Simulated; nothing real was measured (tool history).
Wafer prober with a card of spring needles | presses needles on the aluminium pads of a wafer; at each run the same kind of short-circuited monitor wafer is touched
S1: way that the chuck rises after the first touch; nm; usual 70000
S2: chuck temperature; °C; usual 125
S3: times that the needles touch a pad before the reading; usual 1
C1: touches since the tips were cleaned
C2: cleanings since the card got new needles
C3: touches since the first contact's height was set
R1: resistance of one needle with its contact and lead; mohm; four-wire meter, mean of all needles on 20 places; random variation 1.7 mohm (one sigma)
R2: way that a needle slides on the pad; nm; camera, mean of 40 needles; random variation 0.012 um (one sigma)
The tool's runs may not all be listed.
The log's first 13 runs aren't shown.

run	hour	S1	S2	S3	C1	C2	C3	R1	R2
# hour 231.4: tips cleaned on abrasive film
14	235.2	59000	125	1	1382	42	14805	206	14620
15	245.5	59000	125	1	5177	42	18600	244	14610
# hour 250.6: tips cleaned on abrasive film
16	265.5	53000	125	1	5445	43	25868	260	13120
# hour 270.1: tips cleaned on abrasive film
# hour 290.2: tips cleaned on abrasive film
17	290.2	53000	125	1	0	45	34826	179	13100
# hour 310.1: tips cleaned on abrasive film
18	314.9	52000	125	3	1756	46	43811	194	12840
# hour 330.4: tips cleaned on abrasive film
19	337.4	81000	29	2	2563	47	52023	175	20030
# hour 351.1: tips cleaned on abrasive film
20	354.8	81000	29	2	1351	48	58339	164	20000
# hour 371.8: tips cleaned on abrasive film
# hour 372.1: height of the first contact set anew
21	372.9	81000	28	1	303	49	303	155	20110
22	386.2	81000	28	1	5175	49	5175	198	20070
# hour 392.9: tips cleaned on abrasive film
# hour 412.3: tips cleaned on abrasive film
23	412.3	57000	118	1	0	51	14630	178	14110
24	426.8	73000	125	3	5299	51	19929	188	18090
# hour 432: tips cleaned on abrasive film
25	445.2	70000	125	2	4817	52	26632	202	17320
# hour 453.1: tips cleaned on abrasive film
26	460.1	58000	48	1	2561	53	32045	221	14360
27	471.7	68000	56	3	6789	53	36273	180	16810
# hour 473.6: tips cleaned on abrasive film
# hour 493.6: tips cleaned on abrasive film
28	496.3	64000	71	2	1002	55	45209	180	15820
# hour 513.3: tips cleaned on abrasive film
29	513.6	86000	71	2	110	56	51502	163	21260
# hour 532.8: tips cleaned on abrasive film
30	534.7	70000	118	2	691	57	59153	177	17270
# hour 548.9: height of the first contact set anew
31	551.6	70000	64	2	6761	57	968	199	17370
# hour 553.6: tips cleaned on abrasive film
32	566.1	70000	123	2	4566	58	6246	201	17340
# hour 573.8: tips cleaned on abrasive film
33	580.1	70000	44	1	2303	59	11340	195	17340

Forecast each of these 4 alternatives for the next run:
# hour 593.9: tips cleaned on abrasive film
A	594.8	67000	84	1	330	60	16667	?	?
# hour 593.9: tips cleaned on abrasive film
B	594.8	50000	60	1	330	60	16667	?	?
# hour 593.9: tips cleaned on abrasive film
C	594.8	70000	72	3	330	60	16667	?	?
# hour 593.9: tips cleaned on abrasive film
D	594.8	81000	47	1	330	60	16667	?	?

run	R1	R2
A	175	16610
B	183	12370
C	169	17330
D	166	20080
Without the tool's hidden state the same runs would have given:
run	R1	R2
A	162	16630
B	161	12400
C	164	17360
D	156	20110

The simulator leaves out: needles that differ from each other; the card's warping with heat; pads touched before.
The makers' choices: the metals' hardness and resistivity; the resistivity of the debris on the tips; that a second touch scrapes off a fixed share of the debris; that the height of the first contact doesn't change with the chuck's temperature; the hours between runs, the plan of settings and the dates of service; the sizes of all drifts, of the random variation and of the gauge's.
